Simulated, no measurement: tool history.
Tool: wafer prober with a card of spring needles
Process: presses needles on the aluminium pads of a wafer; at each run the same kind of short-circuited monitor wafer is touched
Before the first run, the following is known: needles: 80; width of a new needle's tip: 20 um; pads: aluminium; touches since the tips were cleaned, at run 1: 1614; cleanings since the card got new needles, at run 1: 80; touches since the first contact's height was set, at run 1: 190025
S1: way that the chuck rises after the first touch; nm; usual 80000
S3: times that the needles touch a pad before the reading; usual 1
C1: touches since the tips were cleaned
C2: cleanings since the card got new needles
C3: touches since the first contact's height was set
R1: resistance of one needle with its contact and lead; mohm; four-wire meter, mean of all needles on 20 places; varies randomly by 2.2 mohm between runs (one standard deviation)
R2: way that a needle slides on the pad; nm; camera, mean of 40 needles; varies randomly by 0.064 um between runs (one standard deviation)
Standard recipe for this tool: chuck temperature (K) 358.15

Run 1, hour 0.0: usual settings; C1 1614; C2 80; C3 190025. Result: R1 249 mohm, R2 14080 nm.
At hour 19.4: tips cleaned on abrasive film.
At hour 40.8: tips cleaned on abrasive film.
Run 2, hour 41.3: usual settings but chuck temperature (K) 361.15; C1 109; C2 82; C3 199444. Result: R1 251 mohm, R2 14140 nm.
At hour 67.0: tips cleaned on abrasive film.
At hour 92.4: tips cleaned on abrasive film.
At hour 116.4: tips cleaned on abrasive film.
Run 3, hour 124.9: usual settings but chuck temperature (K) 361.15; C1 1955; C2 85; C3 218560. Result: R1 252 mohm, R2 14100 nm.
At hour 139.0: tips cleaned on abrasive film.
At hour 165.4: tips cleaned on abrasive film.
Run 4, hour 178.9: usual settings; C1 3104; C2 87; C3 230901. Result: R1 255 mohm, R2 14100 nm.
At hour 189.7: tips cleaned on abrasive film.
At hour 214.4: tips cleaned on abrasive film.
Run 5, hour 224.0: usual settings; C1 2203; C2 89; C3 241197. Result: R1 249 mohm, R2 14080 nm.
At hour 240.1: tips cleaned on abrasive film.
At hour 240.4: height of the first contact set anew.
At hour 262.4: tips cleaned on abrasive film.
At hour 286.9: tips cleaned on abrasive film.
Run 6, hour 301.1: usual settings but S1 92000 nm; C1 3264; C2 92; C3 13882. Result: R1 253 mohm, R2 16310 nm.
At hour 310.1: tips cleaned on abrasive film.
At hour 333.8: tips cleaned on abrasive film.
At hour 359.4: tips cleaned on abrasive film.
Run 7, hour 364.5: usual settings but S1 92000 nm; C1 1162; C2 95; C3 28349. Result: R1 247 mohm, R2 16320 nm.
At hour 384.8: tips cleaned on abrasive film.
At hour 408.2: tips cleaned on abrasive film.
At hour 431.9: tips cleaned on abrasive film.
Run 8, hour 441.9: usual settings but S1 92000 nm; C1 2294; C2 98; C3 46025. Result: R1 251 mohm, R2 16190 nm.
At hour 458.0: tips cleaned on abrasive film.
At hour 484.3: tips cleaned on abrasive film.
Run 9, hour 499.7: usual settings but S1 70000 nm; C1 3541; C2 100; C3 59252. Result: R1 255 mohm, R2 12360 nm.
At hour 508.7: tips cleaned on abrasive film.
At hour 534.0: tips cleaned on abrasive film.
At hour 560.3: tips cleaned on abrasive film.
At hour 582.1: tips cleaned on abrasive film.
Run 10, hour 582.1: usual settings but chuck temperature (K) 313.15; C1 0; C2 104; C3 78048. Result: R1 241 mohm, R2 14070 nm.
At hour 603.5: tips cleaned on abrasive film.
At hour 625.0: tips cleaned on abrasive film.
At hour 648.5: tips cleaned on abrasive film.
Run 11, hour 648.5: usual settings but chuck temperature (K) 313.15; C1 0; C2 107; C3 93210. Result: R1 237 mohm, R2 14120 nm.
At hour 673.4: tips cleaned on abrasive film.
At hour 697.7: tips cleaned on abrasive film.
At hour 720.2: tips cleaned on abrasive film.
Run 12, hour 734.3: usual settings but chuck temperature (K) 313.15; C1 3215; C2 110; C3 112811. Result: R1 239 mohm, R2 14160 nm.
At hour 745.0: tips cleaned on abrasive film.
At hour 771.5: tips cleaned on abrasive film.
At hour 797.0: tips cleaned on abrasive film.
At hour 820.7: tips cleaned on abrasive film.
Run 13, hour 820.9: usual settings but chuck temperature (K) 313.15; C1 50; C2 114; C3 132588. Result: R1 238 mohm, R2 14140 nm.
At hour 844.6: tips cleaned on abrasive film.
Run 14, hour 863.2: usual settings but chuck temperature (K) 313.15, S3 2; C1 4266; C2 115; C3 142279. Result: R1 240 mohm, R2 14050 nm.
At hour 868.7: tips cleaned on abrasive film.
At hour 891.3: tips cleaned on abrasive film.
At hour 915.8: tips cleaned on abrasive film.
Run 15, hour 920.1: usual settings but chuck temperature (K) 313.15, S3 2; C1 965; C2 118; C3 155239. Result: R1 240 mohm, R2 14020 nm.
At hour 941.5: tips cleaned on abrasive film.
At hour 967.5: tips cleaned on abrasive film.
At hour 994.2: tips cleaned on abrasive film.
Run 16, hour 995.2: usual settings but chuck temperature (K) 340.15, S3 3; C1 224; C2 121; C3 172410. Result: R1 248 mohm, R2 14190 nm.
At hour 1018.2: tips cleaned on abrasive film.
At hour 1044.6: tips cleaned on abrasive film.
Run 17, hour 1046.0: usual settings but S1 94000 nm, chuck temperature (K) 313.15, S3 2; C1 341; C2 123; C3 184021. Result: R1 237 mohm, R2 16580 nm.
At hour 1066.0: tips cleaned on abrasive film.
At hour 1090.2: tips cleaned on abrasive film.
Run 18, hour 1100.7: usual settings but S1 62000 nm, chuck temperature (K) 311.15, S3 3; C1 2398; C2 125; C3 196501. Result: R1 241 mohm, R2 10930 nm.
At hour 1115.1: tips cleaned on abrasive film.
At hour 1136.5: tips cleaned on abrasive film.
At hour 1159.5: tips cleaned on abrasive film.
Run 19, hour 1175.9: usual settings but S1 68000 nm, chuck temperature (K) 340.15, S3 2; C1 3754; C2 128; C3 213690. Result: R1 249 mohm, R2 11920 nm.
At hour 1186.1: tips cleaned on abrasive film.
At hour 1211.5: tips cleaned on abrasive film.
At hour 1235.8: tips cleaned on abrasive film.
Run 20, hour 1247.7: usual settings but S1 65000 nm; C1 2720; C2 131; C3 230086. Result: R1 254 mohm, R2 11310 nm.
At hour 1261.7: tips cleaned on abrasive film.
At hour 1285.6: tips cleaned on abrasive film.
At hour 1312.0: tips cleaned on abrasive film.
At hour 1312.3: height of the first contact set anew.
Run 21, hour 1317.3: usual settings but S1 65000 nm; C1 1130; C2 134; C3 1130. Result: R1 255 mohm, R2 11490 nm.
At hour 1338.5: tips cleaned on abrasive film.
At hour 1363.4: tips cleaned on abrasive film.
At hour 1384.8: tips cleaned on abrasive film.
Run 22, hour 1400.1: usual settings but S1 78000 nm, chuck temperature (K) 308.15, S3 2; C1 3507; C2 137; C3 20071. Result: R1 236 mohm, R2 13720 nm.
At hour 1410.3: tips cleaned on abrasive film.
At hour 1434.9: tips cleaned on abrasive film.
Run 23, hour 1441.4: usual settings but S1 63000 nm, chuck temperature (K) 383.15, S3 2; C1 1490; C2 139; C3 29486. Result: R1 262 mohm, R2 11080 nm.
At hour 1457.5: tips cleaned on abrasive film.
At hour 1482.0: tips cleaned on abrasive film.
At hour 1503.4: tips cleaned on abrasive film.
Run 24, hour 1508.5: usual settings but S1 95000 nm; C1 1173; C2 142; C3 44819. Result: R1 247 mohm, R2 16660 nm.
At hour 1527.9: tips cleaned on abrasive film.
At hour 1550.5: tips cleaned on abrasive film.
At hour 1576.1: tips cleaned on abrasive film.
Run 25, hour 1579.9: usual settings but S1 83000 nm; C1 876; C2 145; C3 61120. Result: R1 249 mohm, R2 14540 nm.
At hour 1600.4: tips cleaned on abrasive film.
At hour 1623.9: tips cleaned on abrasive film.
At hour 1647.9: tips cleaned on abrasive film.
Run 26, hour 1654.7: usual settings but chuck temperature (K) 317.15; C1 1557; C2 148; C3 78199. Result: R1 235 mohm, R2 14190 nm.
At hour 1669.9: tips cleaned on abrasive film.
At hour 1696.6: tips cleaned on abrasive film.
At hour 1718.0: tips cleaned on abrasive film.
Run 27, hour 1725.0: usual settings but S1 75000 nm, chuck temperature (K) 316.15; C1 1606; C2 151; C3 94260. Result: R1 236 mohm, R2 13190 nm.

How the hidden state differs across the entries between the runs, from the last listed run before each to the first after it:
Run 1 -> run 2: tips cleaned on abrasive film (hour 19.4); tips cleaned on abrasive film (hour 40.8)
  debris on the tips, nm: 1.5 -> 0.4
Run 2 -> run 3: tips cleaned on abrasive film (hour 67.0); tips cleaned on abrasive film (hour 92.4); tips cleaned on abrasive film (hour 116.4)
  debris on the tips, nm: 0.4 -> 1.8; way that the needles fall short of the set height, um: 0.09 -> 0.1; tips' diameter, um: 20.07 -> 20.08
Run 3 -> run 4: tips cleaned on abrasive film (hour 139.0); tips cleaned on abrasive film (hour 165.4)
  debris on the tips, nm: 1.8 -> 2; way that the needles fall short of the set height, um: 0.1 -> 0.11
Run 4 -> run 5: tips cleaned on abrasive film (hour 189.7); tips cleaned on abrasive film (hour 214.4)
  debris on the tips, nm: 2 -> 1.7
Run 5 -> run 6: tips cleaned on abrasive film (hour 240.1); height of the first contact set anew (hour 240.4); tips cleaned on abrasive film (hour 262.4); tips cleaned on abrasive film (hour 286.9)
  debris on the tips, nm: 1.7 -> 2.4; way that the needles fall short of the set height, um: 0.11 -> 0.01
Run 6 -> run 7: tips cleaned on abrasive film (hour 310.1); tips cleaned on abrasive film (hour 333.8); tips cleaned on abrasive film (hour 359.4)
  debris on the tips, nm: 2.4 -> 1; tips' diameter, um: 20.08 -> 20.09
Run 7 -> run 8: tips cleaned on abrasive film (hour 384.8); tips cleaned on abrasive film (hour 408.2); tips cleaned on abrasive film (hour 431.9)
  debris on the tips, nm: 1 -> 2; way that the needles fall short of the set height, um: 0.01 -> 0.02
Run 8 -> run 9: tips cleaned on abrasive film (hour 458.0); tips cleaned on abrasive film (hour 484.3)
  debris on the tips, nm: 2 -> 2.5; way that the needles fall short of the set height, um: 0.02 -> 0.03
Run 9 -> run 10: tips cleaned on abrasive film (hour 508.7); tips cleaned on abrasive film (hour 534.0); tips cleaned on abrasive film (hour 560.3); tips cleaned on abrasive film (hour 582.1)
  debris on the tips, nm: 2.5 -> 0.1; way that the needles fall short of the set height, um: 0.03 -> 0.04
Run 10 -> run 11: tips cleaned on abrasive film (hour 603.5); tips cleaned on abrasive film (hour 625.0); tips cleaned on abrasive film (hour 648.5)
  debris on the tips, nm: 0.1 -> 0.2; way that the needles fall short of the set height, um: 0.04 -> 0.05; tips' diameter, um: 20.09 -> 20.1
Run 11 -> run 12: tips cleaned on abrasive film (hour 673.4); tips cleaned on abrasive film (hour 697.7); tips cleaned on abrasive film (hour 720.2)
  debris on the tips, nm: 0.2 -> 2.2
Run 12 -> run 13: tips cleaned on abrasive film (hour 745.0); tips cleaned on abrasive film (hour 771.5); tips cleaned on abrasive film (hour 797.0); tips cleaned on abrasive film (hour 820.7)
  debris on the tips, nm: 2.2 -> 0.3; way that the needles fall short of the set height, um: 0.05 -> 0.06
Run 13 -> run 14: tips cleaned on abrasive film (hour 844.6)
  debris on the tips, nm: 0.3 -> 2.9; way that the needles fall short of the set height, um: 0.06 -> 0.07
Run 14 -> run 15: tips cleaned on abrasive film (hour 868.7); tips cleaned on abrasive film (hour 891.3); tips cleaned on abrasive film (hour 915.8)
  debris on the tips, nm: 2.9 -> 1; tips' diameter, um: 20.1 -> 20.11
Run 15 -> run 16: tips cleaned on abrasive film (hour 941.5); tips cleaned on abrasive film (hour 967.5); tips cleaned on abrasive film (hour 994.2)
  debris on the tips, nm: 1 -> 0.5; way that the needles fall short of the set height, um: 0.07 -> 0.08
Run 16 -> run 17: tips cleaned on abrasive film (hour 1018.2); tips cleaned on abrasive film (hour 1044.6)
  way that the needles fall short of the set height, um: 0.08 -> 0.09
Run 17 -> run 18: tips cleaned on abrasive film (hour 1066.0); tips cleaned on abrasive film (hour 1090.2)
  debris on the tips, nm: 0.5 -> 2
Run 18 -> run 19: tips cleaned on abrasive film (hour 1115.1); tips cleaned on abrasive film (hour 1136.5); tips cleaned on abrasive film (hour 1159.5)
  debris on the tips, nm: 2 -> 2.6; way that the needles fall short of the set height, um: 0.09 -> 0.1; tips' diameter, um: 20.11 -> 20.12
Run 19 -> run 20: tips cleaned on abrasive film (hour 1186.1); tips cleaned on abrasive film (hour 1211.5); tips cleaned on abrasive film (hour 1235.8)
  debris on the tips, nm: 2.6 -> 2.3; way that the needles fall short of the set height, um: 0.1 -> 0.11
Run 20 -> run 21: tips cleaned on abrasive film (hour 1261.7); tips cleaned on abrasive film (hour 1285.6); tips cleaned on abrasive film (hour 1312.0); height of the first contact set anew (hour 1312.3)
  debris on the tips, nm: 2.3 -> 1.1; way that the needles fall short of the set height, um: 0.11 -> 0
Run 21 -> run 22: tips cleaned on abrasive film (hour 1338.5); tips cleaned on abrasive film (hour 1363.4); tips cleaned on abrasive film (hour 1384.8)
  debris on the tips, nm: 1.1 -> 2.3; way that the needles fall short of the set height, um: 0 -> 0.01
Run 22 -> run 23: tips cleaned on abrasive film (hour 1410.3); tips cleaned on abrasive film (hour 1434.9)
  debris on the tips, nm: 2.3 -> 1.6; tips' diameter, um: 20.12 -> 20.13
Run 23 -> run 24: tips cleaned on abrasive film (hour 1457.5); tips cleaned on abrasive film (hour 1482.0); tips cleaned on abrasive film (hour 1503.4)
  debris on the tips, nm: 1.6 -> 1.1; way that the needles fall short of the set height, um: 0.01 -> 0.02
Run 24 -> run 25: tips cleaned on abrasive film (hour 1527.9); tips cleaned on abrasive film (hour 1550.5); tips cleaned on abrasive film (hour 1576.1)
  debris on the tips, nm: 1.1 -> 0.7; way that the needles fall short of the set height, um: 0.02 -> 0.03
Run 25 -> run 26: tips cleaned on abrasive film (hour 1600.4); tips cleaned on abrasive film (hour 1623.9); tips cleaned on abrasive film (hour 1647.9)
  debris on the tips, nm: 0.7 -> 1.3
Run 26 -> run 27: tips cleaned on abrasive film (hour 1669.9); tips cleaned on abrasive film (hour 1696.6); tips cleaned on abrasive film (hour 1718.0)
  debris on the tips, nm: 1.3 -> 1.5; way that the needles fall short of the set height, um: 0.03 -> 0.04; tips' diameter, um: 20.13 -> 20.14
